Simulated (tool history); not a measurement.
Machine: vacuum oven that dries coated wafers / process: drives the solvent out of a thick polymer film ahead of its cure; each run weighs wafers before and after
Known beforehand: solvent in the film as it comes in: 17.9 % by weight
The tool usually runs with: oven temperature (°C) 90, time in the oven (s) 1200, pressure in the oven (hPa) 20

Run 1, hour 0: usual settings. Result: solvent left in the film (%) 2.98.
Run 2, hour 27: usual settings. Result: solvent left in the film (%) 2.96.
Run 3, hour 43.7: usual settings. Result: solvent left in the film (%) 2.94.
Run 4, hour 56.8: usual settings. Result: solvent left in the film (%) 2.98.
Run 5, hour 73: usual settings. Result: solvent left in the film (%) 2.96.
Run 6, hour 85.3: usual settings. Result: solvent left in the film (%) 2.96.
Run 7, hour 106.6: usual settings but oven temperature (°C) 104. Result: solvent left in the film (%) 1.4.
Run 8, hour 136.9: usual settings. Result: solvent left in the film (%) 2.98.
Run 9, hour 156.7: usual settings but pressure in the oven (hPa) 70.7. Result: solvent left in the film (%) 8.32.
Run 10, hour 182.2: usual settings. Result: solvent left in the film (%) 3.04.
Run 11, hour 203.4: usual settings. Result: solvent left in the film (%) 2.99.
Run 12, hour 228.3: usual settings. Result: solvent left in the film (%) 3.
Run 13, hour 241.1: usual settings but oven temperature (°C) 89. Result: solvent left in the film (%) 3.19.
Run 14, hour 263.4: usual settings but oven temperature (°C) 89. Result: solvent left in the film (%) 3.16.
Run 15, hour 288: usual settings but oven temperature (°C) 101. Result: solvent left in the film (%) 1.62.
Run 16, hour 309.5: usual settings. Result: solvent left in the film (%) 3.01.
Run 17, hour 327.2: usual settings. Result: solvent left in the film (%) 2.99.
Run 18, hour 346.1: usual settings but pressure in the oven (hPa) 66.1. Result: solvent left in the film (%) 7.77.
Run 19, hour 359: usual settings. Result: solvent left in the film (%) 2.97.
Run 20, hour 371.8: usual settings. Result: solvent left in the film (%) 3.
Run 21, hour 393.4: usual settings but pressure in the oven (hPa) 70.1. Result: solvent left in the film (%) 8.22.
Run 22, hour 407.8: usual settings but time in the oven (s) 1980, pressure in the oven (hPa) 70.1. Result: solvent left in the film (%) 7.77.
Run 23, hour 420.8: usual settings but time in the oven (s) 1980, pressure in the oven (hPa) 70.1. Result: solvent left in the film (%) 7.76.
Run 24, hour 433.7: usual settings but time in the oven (s) 660, pressure in the oven (hPa) 70.1. Result: solvent left in the film (%) 9.47.
Run 25, hour 458.1: usual settings but time in the oven (s) 660, pressure in the oven (hPa) 48.2. Result: solvent left in the film (%) 7.51.
Run 26, hour 469.7: usual settings but time in the oven (s) 840, pressure in the oven (hPa) 14.7. Result: solvent left in the film (%) 3.46.
Run 27, hour 482.6: usual settings but oven temperature (°C) 95, time in the oven (s) 840, pressure in the oven (hPa) 28. Result: solvent left in the film (%) 3.64.
Run 28, hour 510: usual settings but oven temperature (°C) 80, time in the oven (s) 1140, pressure in the oven (hPa) 29.8. Result: solvent left in the film (%) 6.87.
Run 29, hour 522.3: usual settings but oven temperature (°C) 80, time in the oven (s) 1140, pressure in the oven (hPa) 29.8. Result: solvent left in the film (%) 6.79.
Run 30, hour 534.3: usual settings but oven temperature (°C) 80, time in the oven (s) 1140, pressure in the oven (hPa) 29.8. Result: solvent left in the film (%) 6.87.
Run 31, hour 561.1: usual settings but oven temperature (°C) 80, time in the oven (s) 660. Result: solvent left in the film (%) 7.8.
Run 32, hour 587.5: usual settings but oven temperature (°C) 80, time in the oven (s) 660. Result: solvent left in the film (%) 7.83.
Run 33, hour 605.7: usual settings but oven temperature (°C) 80, time in the oven (s) 600. Result: solvent left in the film (%) 8.17.
Run 34, hour 620.9: usual settings but oven temperature (°C) 89, time in the oven (s) 780. Result: solvent left in the film (%) 4.55.
Run 35, hour 648.4: usual settings but oven temperature (°C) 89, time in the oven (s) 1080, pressure in the oven (hPa) 31.4. Result: solvent left in the film (%) 4.59.
Run 36, hour 672.7: usual settings but oven temperature (°C) 86, time in the oven (s) 600, pressure in the oven (hPa) 31.4. Result: solvent left in the film (%) 7.53.
Run 37, hour 696.5: usual settings but oven temperature (°C) 95. Result: solvent left in the film (%) 2.21.
Run 38, hour 725.1: usual settings but oven temperature (°C) 84, time in the oven (s) 1860, pressure in the oven (hPa) 58.6. Result: solvent left in the film (%) 8.44.
Run 39, hour 738.6: usual settings but oven temperature (°C) 84, time in the oven (s) 1860, pressure in the oven (hPa) 58.6. Result: solvent left in the film (%) 8.42.
Run 40, hour 754.9: usual settings but oven temperature (°C) 84, time in the oven (s) 1860, pressure in the oven (hPa) 58.6. Result: solvent left in the film (%) 8.32.
Run 41, hour 771.6: usual settings but oven temperature (°C) 84, time in the oven (s) 1860, pressure in the oven (hPa) 58.6. Result: solvent left in the film (%) 8.42.
Run 42, hour 795.2: usual settings but oven temperature (°C) 84, time in the oven (s) 1860, pressure in the oven (hPa) 58.6. Result: solvent left in the film (%) 8.44.
Run 43, hour 823.7: usual settings but oven temperature (°C) 84, time in the oven (s) 1860, pressure in the oven (hPa) 58.6. Result: solvent left in the film (%) 8.39.

Not shown: 1 entry that the log had between the listed runs. Between which runs, and how does the tool's hidden state differ before and after?
In the gap between runs 7 and 8: oven's thermocouples calibrated (hour 128.3)
  true wafer temperature over the reading, C: 0.13 -> 0
